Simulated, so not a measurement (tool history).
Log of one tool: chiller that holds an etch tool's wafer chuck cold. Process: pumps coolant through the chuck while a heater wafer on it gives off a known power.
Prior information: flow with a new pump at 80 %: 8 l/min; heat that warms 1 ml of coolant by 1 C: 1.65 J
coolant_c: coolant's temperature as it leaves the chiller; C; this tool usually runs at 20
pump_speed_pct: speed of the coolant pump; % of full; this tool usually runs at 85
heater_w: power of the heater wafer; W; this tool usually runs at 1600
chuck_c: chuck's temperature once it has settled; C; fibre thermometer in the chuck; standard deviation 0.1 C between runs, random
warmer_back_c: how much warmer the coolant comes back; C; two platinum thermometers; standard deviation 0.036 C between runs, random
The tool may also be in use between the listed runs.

run 1 hour=0.0 | coolant_c=20 pump_speed_pct=85 heater_w=1600 | chuck_c=41.4 warmer_back_c=7.13
-- hour=50.9 chiller's thermometer calibrated
run 2 hour=71.4 | coolant_c=20 pump_speed_pct=85 heater_w=1600 | chuck_c=41.7 warmer_back_c=7.07
run 3 hour=125.7 | coolant_c=20 pump_speed_pct=85 heater_w=1600 | chuck_c=41.8 warmer_back_c=7.11
run 4 hour=195.3 | coolant_c=20 pump_speed_pct=85 heater_w=1600 | chuck_c=41.9 warmer_back_c=7.11
run 5 hour=239.1 | coolant_c=20 pump_speed_pct=85 heater_w=1600 | chuck_c=41.9 warmer_back_c=7.06
run 6 hour=298.5 | coolant_c=20 pump_speed_pct=85 heater_w=1600 | chuck_c=42.0 warmer_back_c=7.16
run 7 hour=364.8 | coolant_c=20 pump_speed_pct=85 heater_w=956 | chuck_c=33.1 warmer_back_c=4.27
run 8 hour=448.7 | coolant_c=20 pump_speed_pct=85 heater_w=956 | chuck_c=33.0 warmer_back_c=4.20
run 9 hour=507.1 | coolant_c=20 pump_speed_pct=73 heater_w=1600 | chuck_c=44.7 warmer_back_c=8.39
run 10 hour=588.9 | coolant_c=20 pump_speed_pct=85 heater_w=1600 | chuck_c=42.1 warmer_back_c=7.20
-- hour=598.2 coolant pump overhauled
run 11 hour=675.2 | coolant_c=20 pump_speed_pct=78 heater_w=1170 | chuck_c=37.3 warmer_back_c=5.79
run 12 hour=711.2 | coolant_c=20 pump_speed_pct=78 heater_w=1170 | chuck_c=37.5 warmer_back_c=5.79
run 13 hour=768.8 | coolant_c=20 pump_speed_pct=60 heater_w=2039 | chuck_c=57.1 warmer_back_c=13.32
run 14 hour=832.8 | coolant_c=27 pump_speed_pct=61 heater_w=1600 | chuck_c=55.6 warmer_back_c=10.30
run 15 hour=892.2 | coolant_c=11 pump_speed_pct=75 heater_w=2254 | chuck_c=45.7 warmer_back_c=11.74
run 16 hour=938.8 | coolant_c=11 pump_speed_pct=89 heater_w=1455 | chuck_c=30.7 warmer_back_c=6.36
-- hour=985.1 coolant pump overhauled, once more
run 17 hour=985.1 | coolant_c=29 pump_speed_pct=98 heater_w=1327 | chuck_c=45.0 warmer_back_c=4.89
run 18 hour=1031.2 | coolant_c=29 pump_speed_pct=98 heater_w=1327 | chuck_c=45.0 warmer_back_c=4.90
run 19 hour=1115.1 | coolant_c=19 pump_speed_pct=62 heater_w=1671 | chuck_c=47.6 warmer_back_c=10.00

Per-run results on a tool with no hidden state, each run keeping its own random variation:
The hidden state here: heat passed by the chuck's channels, % of clean ones'; flow at a given pump speed, % of a new pump's; coolant's true temperature over the reading, C; drift of the gauge itself on chuck_c, C; drift of the gauge itself on warmer_back_c, C.
run=1 chuck_c=39.5 warmer_back_c=6.87
run=2 chuck_c=39.3 warmer_back_c=6.80
run=3 chuck_c=39.3 warmer_back_c=6.83
run=4 chuck_c=39.3 warmer_back_c=6.83
run=5 chuck_c=39.3 warmer_back_c=6.77
run=6 chuck_c=39.4 warmer_back_c=6.86
run=7 chuck_c=31.6 warmer_back_c=4.09
run=8 chuck_c=31.4 warmer_back_c=4.02
run=9 chuck_c=41.7 warmer_back_c=8.01
run=10 chuck_c=39.3 warmer_back_c=6.86
run=11 chuck_c=35.0 warmer_back_c=5.46
run=12 chuck_c=35.2 warmer_back_c=5.46
run=13 chuck_c=52.1 warmer_back_c=12.56
run=14 chuck_c=51.8 warmer_back_c=9.69
run=15 chuck_c=40.9 warmer_back_c=11.04
run=16 chuck_c=28.0 warmer_back_c=5.98
run=17 chuck_c=43.4 warmer_back_c=4.89
run=18 chuck_c=43.3 warmer_back_c=4.89
run=19 chuck_c=44.7 warmer_back_c=9.97

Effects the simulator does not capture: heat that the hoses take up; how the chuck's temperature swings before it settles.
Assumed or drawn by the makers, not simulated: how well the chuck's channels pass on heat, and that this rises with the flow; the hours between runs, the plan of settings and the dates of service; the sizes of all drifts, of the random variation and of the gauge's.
